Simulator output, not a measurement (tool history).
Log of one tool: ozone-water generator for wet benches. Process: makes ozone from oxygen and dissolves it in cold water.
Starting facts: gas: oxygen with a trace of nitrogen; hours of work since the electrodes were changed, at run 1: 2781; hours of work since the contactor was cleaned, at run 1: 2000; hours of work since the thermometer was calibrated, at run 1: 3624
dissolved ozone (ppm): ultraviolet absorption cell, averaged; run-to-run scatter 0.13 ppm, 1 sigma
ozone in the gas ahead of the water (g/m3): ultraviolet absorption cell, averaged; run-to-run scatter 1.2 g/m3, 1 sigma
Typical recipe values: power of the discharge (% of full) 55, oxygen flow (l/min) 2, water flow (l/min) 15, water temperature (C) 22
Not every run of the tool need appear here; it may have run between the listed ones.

| run | hour | power of the discharge (% of full) | oxygen flow (l/min) | water flow (l/min) | water temperature (C) | hours of work since the electrodes were changed | hours of work since the contactor was cleaned | hours of work since the thermometer was calibrated | dissolved ozone (ppm) | ozone in the gas ahead of the water (g/m3) |
|---|---|---|---|---|---|---|---|---|---|---|
| 1 | 0 | 55 | 2 | 15 | 22 | 2781 | 2000 | 3624 | 12.5 | 203 |
| 2 | 117.9 | 55 | 2 | 15 | 22 | 2853 | 2072 | 3696 | 12.2 | 202.9 |
| 3 | 224.3 | 55 | 2 | 15 | 22 | 2919 | 2137 | 3761 | 12.4 | 203.1 |
| 4 | 297.8 | 55 | 2 | 15 | 22 | 2964 | 2182 | 3806 | 12.3 | 204.1 |
| 5 | 374.2 | 55 | 2.97 | 15 | 22 | 3010 | 2229 | 3853 | 12.3 | 160 |
| 6 | 472.1 | 55 | 2 | 14 | 22 | 3070 | 2289 | 3913 | 13.1 | 201.6 |
| 7 | 574.5 | 84 | 2 | 15 | 22 | 3133 | 2351 | 3976 | 15.1 | 250.1 |
| 8 | 644.9 | 84 | 2 | 15 | 22 | 3176 | 2395 | 4019 | 15 | 250.5 |
| 9 | 720 | 84 | 2 | 15 | 22 | 3222 | 2440 | 4065 | 14.9 | 247.9 |
| 10 | 824.4 | 84 | 2 | 15 | 22 | 3286 | 2504 | 4129 | 14.9 | 245.4 |
| 11 | 890.6 | 84 | 2 | 15 | 22 | 3327 | 2545 | 4169 | 14.8 | 247.1 |
| 12 | 1002.9 | 84 | 2 | 15 | 22 | 3395 | 2614 | 4238 | 14.7 | 244 |
| 13 | 1056 | 55 | 1.85 | 15 | 22 | 3428 | 2646 | 4270 | 11.7 | 208.9 |
|  | 1128.7 | water thermometer calibrated |
| 14 | 1167.3 | 64 | 2 | 15 | 22 | 3496 | 2714 | 24 | 13 | 214.9 |
| 15 | 1232.1 | 64 | 2 | 15 | 22 | 3535 | 2754 | 63 | 13.1 | 215 |
| 16 | 1330.6 | 55 | 2 | 15 | 22 | 3596 | 2814 | 124 | 12.2 | 198.1 |
| 17 | 1382.6 | 71 | 1.57 | 14 | 27 | 3627 | 2846 | 155 | 13.7 | 259.2 |
| 18 | 1435.8 | 71 | 1.57 | 14 | 27 | 3660 | 2878 | 188 | 13.5 | 259.8 |
| 19 | 1507.3 | 41 | 1.57 | 15 | 29 | 3704 | 2922 | 232 | 9.2 | 198.4 |
| 20 | 1569.1 | 55 | 3.29 | 11 | 22 | 3742 | 2960 | 270 | 15.7 | 144.8 |
|  | 1587.1 | contactor cleaned |
| 21 | 1675 | 53 | 3.14 | 11 | 22 | 3804 | 54 | 332 | 15.9 | 146.5 |
| 22 | 1783.9 | 90 | 2 | 15 | 22 | 3871 | 121 | 399 | 15.4 | 248.7 |
| 23 | 1895.5 | 90 | 2 | 15 | 22 | 3939 | 189 | 467 | 15.2 | 245.9 |
| 24 | 1954.8 | 46 | 2 | 15 | 22 | 3975 | 225 | 503 | 11 | 179.6 |
| 25 | 2042.1 | 87 | 1.02 | 12 | 15 | 4029 | 279 | 557 | 18.5 | 363 |
| 26 | 2113.9 | 55 | 2 | 9 | 22 | 4073 | 323 | 601 | 19.6 | 194.2 |
| 27 | 2186.4 | 55 | 2 | 9 | 24 | 4117 | 367 | 645 | 19 | 192 |
| 28 | 2274.5 | 55 | 2 | 9 | 24 | 4171 | 421 | 699 | 18.8 | 193.2 |
| 29 | 2368.3 | 55 | 2 | 9 | 24 | 4229 | 478 | 756 | 18.8 | 192.4 |
| 30 | 2467 | 55 | 2 | 9 | 24 | 4289 | 539 | 817 | 18.9 | 192.1 |
| 31 | 2582.1 | 55 | 2 | 9 | 24 | 4359 | 609 | 887 | 18.6 | 192.6 |
| 32 | 2654 | 55 | 1.11 | 20 | 22 | 4404 | 653 | 931 | 7.9 | 273.4 |

3 options for the next run, each taken on its own from the tool as it stands now. Forecast them:
| A | 2736.6 | 93 | 2 | 21 | 27 | 4454 | 704 | 982 | ? | ? |
| B | 2736.6 | 55 | 1.41 | 15 | 21 | 4454 | 704 | 982 | ? | ? |
| C | 2736.6 | 55 | 1.11 | 20 | 22 | 4454 | 704 | 982 | ? | ? |

| run | dissolved ozone (ppm) | ozone in the gas ahead of the water (g/m3) |
|---|---|---|
| A | 10.3 | 245 |
| B | 11.2 | 235.7 |
| C | 7.7 | 275 |
The same runs, with their run-to-run variation unchanged, on a tool lacking any hidden condition would have given:
| run | dissolved ozone (ppm) | ozone in the gas ahead of the water (g/m3) |
|---|---|---|
| A | 12.9 | 302.3 |
| B | 13.5 | 276.8 |
| C | 9.2 | 323.1 |

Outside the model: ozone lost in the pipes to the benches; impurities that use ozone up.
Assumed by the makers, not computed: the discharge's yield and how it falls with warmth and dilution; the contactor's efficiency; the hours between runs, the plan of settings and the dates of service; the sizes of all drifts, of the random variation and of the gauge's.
